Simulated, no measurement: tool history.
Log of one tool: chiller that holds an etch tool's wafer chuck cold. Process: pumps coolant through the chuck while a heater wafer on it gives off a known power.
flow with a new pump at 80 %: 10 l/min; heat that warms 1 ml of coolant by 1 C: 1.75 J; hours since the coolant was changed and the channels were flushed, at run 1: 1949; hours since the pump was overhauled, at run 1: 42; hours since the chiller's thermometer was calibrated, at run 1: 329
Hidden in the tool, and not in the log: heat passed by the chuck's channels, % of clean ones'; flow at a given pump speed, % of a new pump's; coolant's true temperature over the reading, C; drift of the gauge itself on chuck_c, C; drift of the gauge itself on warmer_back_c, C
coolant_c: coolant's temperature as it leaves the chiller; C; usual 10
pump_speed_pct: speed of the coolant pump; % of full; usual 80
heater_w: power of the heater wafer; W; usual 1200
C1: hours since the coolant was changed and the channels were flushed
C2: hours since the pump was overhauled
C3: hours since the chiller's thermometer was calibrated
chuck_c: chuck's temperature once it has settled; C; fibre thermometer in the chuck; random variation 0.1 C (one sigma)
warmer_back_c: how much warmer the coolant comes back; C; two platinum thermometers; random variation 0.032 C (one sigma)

{"run": 1, "hour": 0.0, "coolant_c": 10, "pump_speed_pct": 80, "heater_w": 1200, "C1": 1949, "C2": 42, "C3": 329, "chuck_c": 19.7, "warmer_back_c": 4.1}
{"run": 2, "hour": 17.0, "coolant_c": 10, "pump_speed_pct": 80, "heater_w": 1200, "C1": 1966, "C2": 59, "C3": 346, "chuck_c": 20.0, "warmer_back_c": 4.17}
{"run": 3, "hour": 33.6, "coolant_c": 10, "pump_speed_pct": 80, "heater_w": 1200, "C1": 1983, "C2": 75, "C3": 363, "chuck_c": 19.8, "warmer_back_c": 4.12}
{"run": 4, "hour": 63.2, "coolant_c": 10, "pump_speed_pct": 80, "heater_w": 1200, "C1": 2013, "C2": 105, "C3": 392, "chuck_c": 19.9, "warmer_back_c": 4.11}
{"run": 5, "hour": 83.3, "coolant_c": 10, "pump_speed_pct": 80, "heater_w": 1200, "C1": 2033, "C2": 125, "C3": 412, "chuck_c": 20.0, "warmer_back_c": 4.15}
{"run": 6, "hour": 103.4, "coolant_c": 10, "pump_speed_pct": 80, "heater_w": 1200, "C1": 2053, "C2": 145, "C3": 432, "chuck_c": 19.9, "warmer_back_c": 4.12}
{"run": 7, "hour": 121.3, "coolant_c": 10, "pump_speed_pct": 80, "heater_w": 1200, "C1": 2071, "C2": 163, "C3": 450, "chuck_c": 20.2, "warmer_back_c": 4.16}
{"run": 8, "hour": 141.2, "coolant_c": 10, "pump_speed_pct": 80, "heater_w": 632, "C1": 2091, "C2": 183, "C3": 470, "chuck_c": 15.0, "warmer_back_c": 2.23}
{"run": 9, "hour": 169.6, "coolant_c": 10, "pump_speed_pct": 80, "heater_w": 632, "C1": 2119, "C2": 211, "C3": 499, "chuck_c": 15.3, "warmer_back_c": 2.18}
{"run": 10, "hour": 188.5, "coolant_c": 10, "pump_speed_pct": 72, "heater_w": 1200, "C1": 2138, "C2": 230, "C3": 517, "chuck_c": 20.9, "warmer_back_c": 4.65}
{"run": 11, "hour": 222.9, "coolant_c": 4, "pump_speed_pct": 80, "heater_w": 736, "C1": 2172, "C2": 265, "C3": 552, "chuck_c": 10.3, "warmer_back_c": 2.58}
{"run": 12, "hour": 237.9, "coolant_c": 4, "pump_speed_pct": 80, "heater_w": 736, "C1": 2187, "C2": 280, "C3": 567, "chuck_c": 10.3, "warmer_back_c": 2.56}
{"run": 13, "hour": 254.6, "coolant_c": 19, "pump_speed_pct": 63, "heater_w": 736, "C1": 2204, "C2": 296, "C3": 584, "chuck_c": 26.4, "warmer_back_c": 3.32}
{"run": 14, "hour": 271.1, "coolant_c": 3, "pump_speed_pct": 80, "heater_w": 939, "C1": 2220, "C2": 313, "C3": 600, "chuck_c": 11.0, "warmer_back_c": 3.28}
{"run": 15, "hour": 286.2, "coolant_c": 1, "pump_speed_pct": 72, "heater_w": 724, "C1": 2236, "C2": 328, "C3": 615, "chuck_c": 7.5, "warmer_back_c": 2.8}
{"run": 16, "hour": 301.1, "coolant_c": 10, "pump_speed_pct": 66, "heater_w": 957, "C1": 2250, "C2": 343, "C3": 630, "chuck_c": 19.2, "warmer_back_c": 4.11}
{"run": 17, "hour": 316.2, "coolant_c": 19, "pump_speed_pct": 80, "heater_w": 1399, "C1": 2265, "C2": 358, "C3": 645, "chuck_c": 30.8, "warmer_back_c": 4.88}
{"run": 18, "hour": 348.7, "coolant_c": 10, "pump_speed_pct": 80, "heater_w": 1399, "C1": 2298, "C2": 390, "C3": 678, "chuck_c": 21.8, "warmer_back_c": 4.86}

Forecast each of these 3 alternatives for the next run:
{"run": "A", "hour": 368.1, "coolant_c": 10, "pump_speed_pct": 89, "heater_w": 1497, "C1": 2317, "C2": 410, "C3": 697, "chuck_c": "?", "warmer_back_c": "?"}
{"run": "B", "hour": 368.1, "coolant_c": 4, "pump_speed_pct": 80, "heater_w": 1200, "C1": 2317, "C2": 410, "C3": 697, "chuck_c": "?", "warmer_back_c": "?"}
{"run": "C", "hour": 368.1, "coolant_c": 16, "pump_speed_pct": 88, "heater_w": 1268, "C1": 2317, "C2": 410, "C3": 697, "chuck_c": "?", "warmer_back_c": "?"}

run=A chuck_c=22.0 warmer_back_c=4.62
run=B chuck_c=14.3 warmer_back_c=4.21
run=C chuck_c=26.2 warmer_back_c=4.01
Without the tool's hidden state the same runs would have given:
run=A chuck_c=20.7 warmer_back_c=4.55
run=B chuck_c=13.2 warmer_back_c=4.14
run=C chuck_c=25.0 warmer_back_c=3.95
